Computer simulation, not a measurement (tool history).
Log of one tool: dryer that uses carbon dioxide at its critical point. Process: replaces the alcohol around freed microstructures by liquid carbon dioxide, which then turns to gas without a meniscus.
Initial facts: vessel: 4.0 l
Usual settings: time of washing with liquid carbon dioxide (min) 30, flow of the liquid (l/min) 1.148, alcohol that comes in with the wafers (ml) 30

run	hour	time of washing with liquid carbon dioxide (min)	flow of the liquid (l/min)	alcohol that comes in with the wafers (ml)	alcohol left in the vessel before it's heated (ppm by volume)
1	0.0	30	1.148	30	15
2	17.7	30	1.148	30	18
3	43.3	30	1.148	30	16
4	85.5	30	1.148	30	13
5	108.8	30	1.148	30	13
6	133.4	30	1.140	30	23
7	150.5	30	1.140	26	26
8	185.8	30	1.148	30	33
9	213.5	30	1.148	30	23
10	240.6	30	1.148	30	32
11	283.2	30	1.148	30	42
12	308.7	30	1.148	30	34
13	340.6	27	1.148	30	45
14	374.6	27	1.148	30	34
15	409.8	30	1.148	30	47
16	447.1	30	1.148	30	43
17	476.5	30	1.530	30	33
18	519.1	30	1.530	30	38
19	552.8	30	1.530	30	33
# hour 556.4: inlet filter changed
20	576.0	30	0.920	30	59
21	597.6	30	0.920	30	56
22	638.2	30	1.148	30	40
23	671.7	30	1.148	30	48
24	705.9	30	1.148	30	54
25	728.7	30	1.148	30	55
26	746.8	19	1.030	30	156
27	780.2	30	1.290	78	62
28	800.7	30	1.460	53	50
29	841.2	43	1.460	52	50
30	877.0	30	0.910	39	68
31	903.5	30	1.560	81	53
32	925.5	28	1.480	72	59
33	957.0	28	1.480	72	61
34	991.5	28	1.480	72	70
35	1032.0	40	0.970	24	69
36	1052.3	45	0.970	49	62
37	1090.3	43	0.890	49	64
# hour 1101.5: purifier's bed changed
38	1117.6	43	0.890	49	15
39	1158.6	43	0.890	49	16
40	1187.1	43	0.890	49	12
41	1220.4	30	1.148	71	22
42	1245.3	30	1.148	71	29
43	1269.7	32	0.880	37	40
44	1308.0	26	1.050	55	62
45	1325.6	26	1.050	55	65
46	1354.4	26	1.050	55	68

Alternative continuations, all from the tool just after run 46; predict every row:
A	1374.6	42	1.050	110	?
B	1374.6	32	1.130	55	?
C	1374.6	19	1.050	55	?

run	alcohol left in the vessel before it's heated (ppm by volume)
A	22
B	23
C	260
With no hidden state in the tool, these same runs would have given:
run	alcohol left in the vessel before it's heated (ppm by volume)
A	4
B	3
C	175
